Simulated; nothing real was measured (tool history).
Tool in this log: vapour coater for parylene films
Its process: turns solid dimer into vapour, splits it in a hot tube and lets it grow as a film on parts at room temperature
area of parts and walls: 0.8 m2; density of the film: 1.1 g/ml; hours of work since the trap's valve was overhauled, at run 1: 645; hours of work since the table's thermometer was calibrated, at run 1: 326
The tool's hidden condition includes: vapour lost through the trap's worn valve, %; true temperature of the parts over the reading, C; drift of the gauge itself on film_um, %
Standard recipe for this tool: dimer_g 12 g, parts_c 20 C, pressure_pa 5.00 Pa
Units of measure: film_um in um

run,day,dimer_g,parts_c,pressure_pa,hours of work since the trap's valve was overhauled,hours of work since the table's thermometer was calibrated,film_um
1,0.000,12,20,5.00,645,326,7.60
2,0.512,12,20,5.00,652,332,7.75
3,0.846,12,20,5.00,656,337,7.70
4,1.421,12,20,5.00,664,344,7.70
5,2.133,12,20,3.96,673,354,8.05
6,2.462,12,20,3.96,678,358,8.09
# day 2.800: trap's valve overhauled
7,3.075,6,20,5.00,4,364,4.05
8,3.750,6,20,5.00,13,373,4.07
9,4.200,12,20,5.00,19,379,8.00
10,4.562,12,20,5.00,23,384,8.09
11,4.933,12,20,5.00,28,389,8.23
12,5.671,8,20,5.00,38,399,5.26
13,6.300,8,24,5.00,47,407,4.43
14,6.933,12,20,5.00,55,415,8.07
15,7.671,12,20,5.00,65,425,8.07
16,8.267,12,20,5.00,73,433,8.00
17,8.796,12,20,5.00,80,440,8.02
18,9.254,12,20,8.30,86,446,7.26
19,9.762,7,16,8.30,93,453,5.11
20,10.121,9,22,3.24,97,458,6.03
21,10.875,9,22,4.55,107,468,5.55
22,11.550,9,19,8.40,116,477,5.70
23,12.112,7,13,6.80,124,484,6.15
24,12.888,16,28,11.18,134,494,6.09
25,13.258,18,18,7.21,139,499,12.19
26,13.925,14,12,3.20,148,508,15.52
27,14.675,12,23,2.09,158,518,8.21

Predict the results of run 28:
28,15.075,12,23,2.09,163,523,?

Run 28 measured film_um 8.18 um.
With no hidden state in the tool, this same run would have given film_um 8.46 um.
